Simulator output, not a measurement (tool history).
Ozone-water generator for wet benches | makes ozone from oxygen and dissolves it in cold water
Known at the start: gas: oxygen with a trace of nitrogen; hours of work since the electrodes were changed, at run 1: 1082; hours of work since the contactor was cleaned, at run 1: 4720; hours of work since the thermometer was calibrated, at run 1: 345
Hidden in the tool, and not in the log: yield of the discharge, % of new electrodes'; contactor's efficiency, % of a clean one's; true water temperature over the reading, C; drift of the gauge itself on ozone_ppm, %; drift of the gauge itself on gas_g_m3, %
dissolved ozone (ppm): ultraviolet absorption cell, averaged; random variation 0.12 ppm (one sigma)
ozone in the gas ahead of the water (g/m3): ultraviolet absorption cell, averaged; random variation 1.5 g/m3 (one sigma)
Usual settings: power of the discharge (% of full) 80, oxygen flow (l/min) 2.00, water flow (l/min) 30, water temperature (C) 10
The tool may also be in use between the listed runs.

run    hour  power of the discharge (% of full)  oxygen flow (l/min)  water flow (l/min)  water temperature (C)  hours of work since the electrodes were changed  hours of work since the contactor was cleaned  hours of work since the thermometer was calibrated  dissolved ozone (ppm)  ozone in the gas ahead of the water (g/m3)
  1     0.0                                  80                 2.00                  30                     10                                             1082                                           4720                                                 345                   10.1                                       276.8
  2    84.9                                  80                 2.00                  30                     10                                             1133                                           4771                                                 397                   10.2                                       277.6
  3   179.8                                  80                 2.00                  30                     10                                             1191                                           4829                                                 455                   10.0                                       274.4
  4   245.6                                  80                 2.00                  30                     10                                             1231                                           4869                                                 495                   10.1                                       278.0
  5   292.8                                  80                 2.00                  30                     10                                             1260                                           4898                                                 523                    9.9                                       275.9
  6   357.8                                  80                 2.00                  30                     10                                             1299                                           4938                                                 563                   10.0                                       276.4
  7   405.9                                  80                 2.00                  30                     10                                             1329                                           4967                                                 592                   10.1                                       276.1
  8   461.6                                  80                 2.00                  30                     10                                             1363                                           5001                                                 626                   10.1                                       272.9
  9   533.4                                  80                 2.00                  30                     10                                             1406                                           5044                                                 670                   10.1                                       275.7
 10   595.0                                  80                 2.00                  30                     10                                             1444                                           5082                                                 707                   10.0                                       273.2
 11   652.8                                  80                 2.00                  30                     10                                             1479                                           5117                                                 742                   10.1                                       274.2
 12   734.2                                  80                 2.00                  46                     10                                             1528                                           5167                                                 792                    5.5                                       274.3
 13   842.7                                  80                 2.00                  46                     10                                             1594                                           5232                                                 858                    5.7                                       272.1
 14   952.6                                  80                 2.00                  30                     10                                             1661                                           5299                                                 925                   10.1                                       277.4
 15  1035.8                                  80                 2.00                  30                     10                                             1712                                           5350                                                 975                    9.8                                       272.8
 16  1140.6                                  80                 2.00                  30                     10                                             1776                                           5414                                                1039                    9.8                                       273.3
 17  1213.2                                  80                 2.00                  30                     10                                             1820                                           5458                                                1083                    9.8                                       272.1
 18  1273.4                                  80                 1.36                  33                      7                                             1856                                           5495                                                1120                    8.1                                       342.4
 19  1380.2                                  80                 1.36                  33                      7                                             1921                                           5560                                                1185                    7.9                                       344.2
 20  1445.2                                  48                 3.44                  31                      6                                             1961                                           5599                                                1224                    7.5                                       138.9
 21  1499.8                                  63                 2.00                  38                     16                                             1994                                           5632                                                1258                    6.2                                       228.7
 22  1573.4                                  53                 2.27                  38                     16                                             2039                                           5677                                                1302                    5.7                                       189.7
 23  1675.1                                  53                 2.27                  38                     16                                             2101                                           5739                                                1364                    5.4                                       189.1
 24  1736.9                                  55                 2.00                  30                     14                                             2139                                           5777                                                1402                    7.7                                       210.0
 25  1820.7                                  55                 2.00                  30                     14                                             2189                                           5828                                                1453                    7.7                                       209.2
 26  1927.5                                  80                 2.97                  30                     10                                             2254                                           5893                                                1518                   10.6                                       210.9
 27  2035.7                                  80                 3.20                  30                     10                                             2320                                           5958                                                1584                   10.7                                       201.9
 28  2087.4                                  80                 1.10                  34                      9                                             2352                                           5990                                                1615                    7.1                                       388.1
 29  2159.3                                  80                 1.10                  34                      9                                             2395                                           6034                                                1659                    6.9                                       387.1
 30  2266.5                                  80                 1.19                  34                      9                                             2461                                           6099                                                1724                    7.0                                       365.2
 31  2319.1                                  80                 1.19                  29                     11                                             2493                                           6131                                                1756                    8.7                                       367.1
 32  2365.0                                  48                 1.98                  22                     10                                             2521                                           6159                                                1784                    9.9                                       191.7
 33  2452.9                                  48                 1.98                  22                     10                                             2574                                           6212                                                1838                    9.9                                       190.1

4 ways to go on from here, each from the tool as it stands after run 33. What would each give?
  A  2562.7                                  50                 1.98                  22                     10                                             2641                                           6279                                                1904                      ?                                           ?
  B  2562.7                                  48                 1.80                  22                     15                                             2641                                           6279                                                1904                      ?                                           ?
  C  2562.7                                  58                 2.01                  30                      6                                             2641                                           6279                                                1904                      ?                                           ?
  D  2562.7                                  62                 2.00                  23                     14                                             2641                                           6279                                                1904                      ?                                           ?

run  dissolved ozone (ppm)  ozone in the gas ahead of the water (g/m3)
  A                   10.0                                       195.6
  B                    9.5                                       204.9
  C                    8.0                                       214.0
  D                   11.0                                       223.0
Without the tool's hidden state the same runs would have given:
run  dissolved ozone (ppm)  ozone in the gas ahead of the water (g/m3)
  A                   10.9                                       205.6
  B                   10.3                                       214.9
  C                    8.8                                       226.4
  D                   12.0                                       236.7
